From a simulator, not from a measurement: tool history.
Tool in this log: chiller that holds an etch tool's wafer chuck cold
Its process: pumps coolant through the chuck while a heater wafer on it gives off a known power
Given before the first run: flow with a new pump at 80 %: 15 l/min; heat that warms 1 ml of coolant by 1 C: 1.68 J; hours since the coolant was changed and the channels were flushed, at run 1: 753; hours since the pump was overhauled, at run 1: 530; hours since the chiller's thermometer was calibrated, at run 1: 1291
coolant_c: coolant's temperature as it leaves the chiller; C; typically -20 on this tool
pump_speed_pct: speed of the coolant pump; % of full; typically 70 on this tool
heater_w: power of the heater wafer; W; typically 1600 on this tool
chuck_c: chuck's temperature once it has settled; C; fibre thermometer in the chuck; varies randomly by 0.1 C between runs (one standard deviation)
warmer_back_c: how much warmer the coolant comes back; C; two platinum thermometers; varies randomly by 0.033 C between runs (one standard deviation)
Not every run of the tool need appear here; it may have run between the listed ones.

run,hour,coolant_c,pump_speed_pct,heater_w,hours since the coolant was changed and the channels were flushed,hours since the pump was overhauled,hours since the chiller's thermometer was calibrated,chuck_c,warmer_back_c
1,0,-20,70,1600,753,530,1291,-1.9,4.39
2,26,-20,70,1600,779,556,1317,-2,4.47
3,65.2,-20,70,1600,818,595,1356,-2,4.42
4,93,-20,70,1600,846,623,1384,-1.7,4.36
5,136.6,-20,70,1600,890,667,1427,-1.6,4.39
6,159.3,-20,70,1600,912,689,1450,-1.8,4.27
7,189.5,-24,70,1600,942,719,1480,-5.6,4.38
8,230,-24,70,1600,983,760,1521,-5.8,4.31
9,249.2,-24,70,1600,1002,779,1540,-5.8,4.35
10,292.3,-12,70,1600,1045,822,1583,6.3,4.27
11,326.8,-20,70,1089,1080,857,1617,-7.8,2.92
12,349.2,-20,70,1089,1102,879,1640,-7.6,2.87
13,373,-20,70,1406,1126,903,1664,-4.1,3.75
14,413.6,-20,73,1406,1167,944,1704,-4.2,3.53
15,451.2,-20,65,2052,1204,981,1742,4.1,6.08

The next listed run, before its measurement:
16,484.2,-21,66,1035,1237,1014,1775,?,?

Run 16 yielded chuck_c -8.9 C, warmer_back_c 2.89 C.
Minus the tool's unlogged condition, the same run would have read chuck_c -8.9 C, warmer_back_c 3.06 C.
